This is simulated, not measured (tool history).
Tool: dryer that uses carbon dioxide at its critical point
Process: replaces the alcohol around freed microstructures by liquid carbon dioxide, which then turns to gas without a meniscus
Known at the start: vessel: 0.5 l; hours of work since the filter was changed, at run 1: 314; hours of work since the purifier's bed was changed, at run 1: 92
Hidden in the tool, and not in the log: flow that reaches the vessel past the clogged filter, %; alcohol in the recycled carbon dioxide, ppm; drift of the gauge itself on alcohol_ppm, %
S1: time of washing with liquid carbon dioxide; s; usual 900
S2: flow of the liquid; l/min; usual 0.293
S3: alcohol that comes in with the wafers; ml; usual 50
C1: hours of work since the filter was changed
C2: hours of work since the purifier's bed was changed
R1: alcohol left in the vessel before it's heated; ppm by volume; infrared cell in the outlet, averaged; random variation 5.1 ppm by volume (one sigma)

run,hour,S1,S2,S3,C1,C2,R1
1,0,900,0.293,50,314,92,162
2,4.7,900,0.293,50,317,95,167
3,10.3,900,0.338,50,321,99,78
4,16.9,900,0.293,50,325,103,174
5,22.2,900,0.293,50,328,106,178
6,29.3,900,0.293,50,333,111,172
7,34.9,900,0.293,50,336,114,166
8,40.6,1380,0.293,50,340,118,26
9,46.1,900,0.293,50,343,121,183
10,53.8,900,0.229,50,348,126,613
11,59.4,900,0.229,50,351,129,642
12,65.7,900,0.293,34,355,133,139
13,71.8,900,0.293,60,359,137,216
14,80.8,900,0.293,50,365,143,195
15,91.4,960,0.293,50,371,149,134
16,98,960,0.293,50,375,153,149
17,105.2,900,0.293,28,380,158,122
18,110.2,900,0.293,28,383,161,129
19,120.7,900,0.293,50,390,167,207
20,130.7,900,0.293,50,396,174,200
21,138.1,900,0.293,50,400,178,207
22,142.9,900,0.293,50,403,181,207
23,153.1,900,0.293,50,410,188,200
24,158,1380,0.293,50,413,191,45
25,166.6,1380,0.293,50,418,196,35
26,172.5,1140,0.329,90,422,200,61
27,182.4,1140,0.329,90,428,206,66
28,189.7,1140,0.339,78,432,210,52
29,198.6,960,0.293,82,438,216,241
30,206.4,600,0.223,31,443,221,2489
31,216.6,600,0.223,31,449,227,2505
32,221.7,600,0.223,31,452,230,2550
33,229.5,1440,0.294,50,457,235,57
34,235.4,900,0.235,32,461,239,469
35,242.2,900,0.293,50,465,243,243
36,250.8,900,0.293,50,471,248,252
37,260.1,1200,0.293,50,476,254,74
38,269.7,900,0.396,50,482,260,84
39,280.4,960,0.396,25,489,267,55
40,290,960,0.203,41,495,273,849
41,295.1,960,0.203,41,498,276,893
42,303,960,0.203,41,503,281,893
43,309.2,900,0.21,47,507,285,1154
44,319.7,600,0.383,47,513,291,537
45,327.9,720,0.24,77,518,296,2797
# hour 329.9: inlet filter changed
46,335.8,660,0.353,77,4,301,312

Forecast each of these 4 alternatives for the next run:
A,345.4,960,0.18,56,10,307,?
B,345.4,540,0.293,48,10,307,?
C,345.4,960,0.376,77,10,307,?
D,345.4,1380,0.412,55,10,307,?

run,R1
A,934
B,1251
C,67
D,56
Without the tool's hidden state the same runs would have given:
run,R1
A,863
B,1178
C,15
D,2
